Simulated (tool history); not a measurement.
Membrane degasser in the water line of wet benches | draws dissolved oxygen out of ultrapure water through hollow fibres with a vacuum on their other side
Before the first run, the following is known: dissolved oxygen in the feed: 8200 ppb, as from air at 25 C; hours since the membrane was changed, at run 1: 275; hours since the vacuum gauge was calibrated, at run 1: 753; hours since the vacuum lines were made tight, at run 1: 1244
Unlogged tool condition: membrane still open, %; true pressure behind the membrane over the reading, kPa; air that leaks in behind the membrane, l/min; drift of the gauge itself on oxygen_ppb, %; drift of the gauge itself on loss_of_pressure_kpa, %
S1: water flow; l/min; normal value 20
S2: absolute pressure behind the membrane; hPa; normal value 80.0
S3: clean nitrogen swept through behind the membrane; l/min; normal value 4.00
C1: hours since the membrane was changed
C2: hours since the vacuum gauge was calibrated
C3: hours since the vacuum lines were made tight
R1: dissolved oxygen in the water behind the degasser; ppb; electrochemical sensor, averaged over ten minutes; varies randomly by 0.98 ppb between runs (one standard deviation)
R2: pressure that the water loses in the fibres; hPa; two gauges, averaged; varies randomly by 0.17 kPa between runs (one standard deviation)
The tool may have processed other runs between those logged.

run	hour	S1	S2	S3	C1	C2	C3	R1	R2
1	0.0	20	80.0	4.00	275	753	1244	93.1	258.3
2	64.2	20	80.0	4.00	339	817	1308	95.3	261.6
3	145.3	20	80.0	4.00	420	898	1389	93.2	260.2
4	199.1	20	80.0	4.00	474	952	1443	94.3	259.8
5	271.6	20	80.0	4.00	546	1025	1516	95.4	259.7
6	354.6	20	80.0	4.00	629	1108	1599	95.3	256.8
7	435.6	20	80.0	4.00	710	1189	1680	96.2	259.0
8	539.2	26	80.0	4.00	814	1292	1783	187.2	339.7
9	597.5	20	80.0	5.18	872	1351	1842	79.6	259.2
10	716.8	20	80.0	5.18	992	1470	1961	82.9	261.5
11	821.3	20	80.0	5.18	1096	1574	2065	80.3	259.4
12	928.9	20	80.0	5.18	1204	1682	2173	82.1	262.0
13	1002.3	20	80.0	4.00	1277	1755	2246	96.7	260.4
14	1053.7	20	80.0	4.00	1328	1807	2298	96.2	256.3
15	1126.1	20	80.0	4.00	1401	1879	2370	94.8	261.8
16	1199.5	20	80.0	4.00	1474	1953	2444	97.4	260.6
17	1310.0	20	80.0	4.00	1585	2063	2554	94.6	262.6
18	1369.4	13	165.6	7.29	1644	2123	2613	62.6	168.1
19	1477.2	29	80.0	8.68	1752	2230	2721	208.1	378.2
20	1558.7	14	80.0	10.73	1833	2312	2803	20.8	181.6
21	1670.2	19	80.0	4.87	1945	2423	2914	75.8	245.2
22	1727.7	29	160.3	10.40	2002	2481	2972	253.7	378.5
23	1794.5	29	160.3	10.40	2069	2548	3039	257.9	379.7
24	1843.2	22	73.2	9.45	2118	2596	3087	81.5	286.1
25	1934.8	22	73.2	9.45	2210	2688	3179	81.3	285.4
26	2053.6	18	59.6	8.71	2328	2807	3298	36.3	235.4
27	2149.9	13	67.8	4.00	2425	2903	3394	33.1	169.9
28	2217.6	13	67.8	4.00	2492	2971	3462	33.0	171.4
29	2290.4	13	67.8	4.00	2565	3044	3535	33.6	171.8
30	2394.0	21	61.4	3.87	2669	3147	3638	85.7	277.1
31	2466.4	20	48.0	4.00	2741	3220	3710	58.3	262.1
32	2566.3	26	73.4	6.70	2841	3319	3810	155.2	340.8

Each run again, without the hidden state but with its own random variation kept:
run	R1	R2
1	92.4	258.1
2	94.4	261.3
3	92.2	259.9
4	93.3	259.4
5	94.3	259.3
6	94.1	256.3
7	94.9	258.4
8	184.9	338.8
9	78.4	258.5
10	81.4	260.7
11	78.8	258.5
12	80.4	261.0
13	94.7	259.4
14	94.1	255.2
15	92.6	260.6
16	95.0	259.4
17	92.2	261.3
18	61.4	167.2
19	203.6	376.2
20	20.0	180.5
21	73.4	243.7
22	248.4	376.1
23	252.4	377.3
24	78.7	284.2
25	78.5	283.4
26	34.6	233.7
27	31.5	168.6
28	31.3	170.1
29	31.9	170.4
30	81.6	274.7
31	54.7	259.8
32	149.1	337.7
